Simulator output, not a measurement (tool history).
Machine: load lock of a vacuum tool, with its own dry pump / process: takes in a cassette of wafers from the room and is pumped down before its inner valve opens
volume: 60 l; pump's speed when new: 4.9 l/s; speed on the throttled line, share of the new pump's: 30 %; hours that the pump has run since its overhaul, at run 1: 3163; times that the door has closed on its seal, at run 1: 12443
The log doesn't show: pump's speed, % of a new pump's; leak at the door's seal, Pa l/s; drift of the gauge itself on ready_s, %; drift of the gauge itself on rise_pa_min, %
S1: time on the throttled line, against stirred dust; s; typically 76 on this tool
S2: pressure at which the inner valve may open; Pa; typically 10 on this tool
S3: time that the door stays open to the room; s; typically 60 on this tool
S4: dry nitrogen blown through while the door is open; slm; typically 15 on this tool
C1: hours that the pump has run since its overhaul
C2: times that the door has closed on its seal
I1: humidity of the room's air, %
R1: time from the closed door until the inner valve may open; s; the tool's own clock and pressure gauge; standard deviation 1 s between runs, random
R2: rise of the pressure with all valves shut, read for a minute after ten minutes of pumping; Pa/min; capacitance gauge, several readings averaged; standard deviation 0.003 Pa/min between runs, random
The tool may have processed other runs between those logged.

run 1 hour=0.0 | S1=76 S2=10 S3=60 S4=15 | C1=3163 C2=12443 | I1=44.2 | R1=169.0 R2=0.065
run 2 hour=432.8 | S1=76 S2=10 S3=60 S4=15 | C1=3596 C2=12922 | I1=40.6 | R1=168.0 R2=0.069
run 3 hour=926.7 | S1=76 S2=10 S3=60 S4=15 | C1=4090 C2=13469 | I1=41.5 | R1=169.4 R2=0.071
run 4 hour=1353.2 | S1=76 S2=10 S3=60 S4=15 | C1=4516 C2=13941 | I1=44.9 | R1=170.2 R2=0.076
run 5 hour=1959.4 | S1=76 S2=10 S3=60 S4=15 | C1=5122 C2=14612 | I1=46.0 | R1=172.3 R2=0.080
run 6 hour=2334.0 | S1=76 S2=10 S3=60 S4=15 | C1=5497 C2=15026 | I1=44.1 | R1=170.8 R2=0.079
run 7 hour=2912.5 | S1=76 S2=10 S3=60 S4=15 | C1=6076 C2=15667 | I1=44.4 | R1=170.4 R2=0.083
run 8 hour=3603.8 | S1=76 S2=10 S3=60 S4=15 | C1=6767 C2=16432 | I1=43.8 | R1=172.9 R2=0.085
run 9 hour=4231.3 | S1=76 S2=10 S3=60 S4=15 | C1=7394 C2=17127 | I1=48.4 | R1=170.7 R2=0.092
run 10 hour=4886.4 | S1=76 S2=10 S3=60 S4=15 | C1=8049 C2=17852 | I1=47.2 | R1=173.5 R2=0.099
run 11 hour=5389.2 | S1=76 S2=10 S3=60 S4=15 | C1=8552 C2=18408 | I1=44.4 | R1=174.8 R2=0.097
run 12 hour=5709.8 | S1=76 S2=10 S3=60 S4=15 | C1=8873 C2=18763 | I1=46.9 | R1=175.6 R2=0.101
run 13 hour=6002.3 | S1=76 S2=10 S3=60 S4=15 | C1=9165 C2=19087 | I1=47.2 | R1=176.0 R2=0.101
run 14 hour=6285.5 | S1=76 S2=10 S3=60 S4=15 | C1=9449 C2=19401 | I1=45.5 | R1=175.9 R2=0.102
run 15 hour=6634.9 | S1=76 S2=10 S3=60 S4=15 | C1=9798 C2=19787 | I1=43.9 | R1=175.0 R2=0.099
run 16 hour=7005.1 | S1=76 S2=10 S3=60 S4=15 | C1=10168 C2=20197 | I1=46.1 | R1=175.5 R2=0.110
run 17 hour=7463.5 | S1=76 S2=10 S3=60 S4=15 | C1=10627 C2=20705 | I1=44.7 | R1=175.8 R2=0.108
run 18 hour=7825.1 | S1=76 S2=12 S3=177 S4=15 | C1=10988 C2=21105 | I1=45.6 | R1=175.1 R2=0.124
run 19 hour=8201.0 | S1=76 S2=12 S3=177 S4=5 | C1=11364 C2=21521 | I1=43.5 | R1=175.2 R2=0.147
run 20 hour=8563.5 | S1=76 S2=12 S3=177 S4=5 | C1=11726 C2=21922 | I1=43.4 | R1=174.4 R2=0.149
run 21 hour=9006.0 | S1=100 S2=18 S3=177 S4=37 | C1=12169 C2=22412 | I1=44.1 | R1=188.1 R2=0.118
run 22 hour=9611.9 | S1=62 S2=16 S3=60 S4=5 | C1=12775 C2=23083 | I1=44.9 | R1=162.7 R2=0.144
run 23 hour=9946.7 | S1=62 S2=16 S3=60 S4=5 | C1=13110 C2=23454 | I1=41.2 | R1=164.9 R2=0.138
run 24 hour=10298.9 | S1=62 S2=16 S3=102 S4=9 | C1=13462 C2=23843 | I1=43.6 | R1=165.6 R2=0.140
run 25 hour=10818.1 | S1=127 S2=10 S3=115 S4=4 | C1=13981 C2=24418 | I1=42.3 | R1=215.6 R2=0.152
run 26 hour=11452.4 | S1=57 S2=10 S3=34 S4=4 | C1=14615 C2=25120 | I1=44.0 | R1=168.6 R2=0.152
run 27 hour=11777.5 | S1=57 S2=10 S3=34 S4=4 | C1=14941 C2=25480 | I1=45.9 | R1=171.6 R2=0.148
run 28 hour=12469.4 | S1=57 S2=10 S3=34 S4=4 | C1=15632 C2=26246 | I1=46.8 | R1=172.9 R2=0.159

For run 29, what comes out?
run 29 hour=13099.7 | S1=43 S2=15 S3=78 S4=10 | C1=16263 C2=26944 | I1=44.1 | R1=? R2=?

R1: 157.4 s
R2: 0.155 Pa/min
Had the tool carried no hidden state, the very same run would have given R1 137.5 s, R2 0.023 Pa/min.
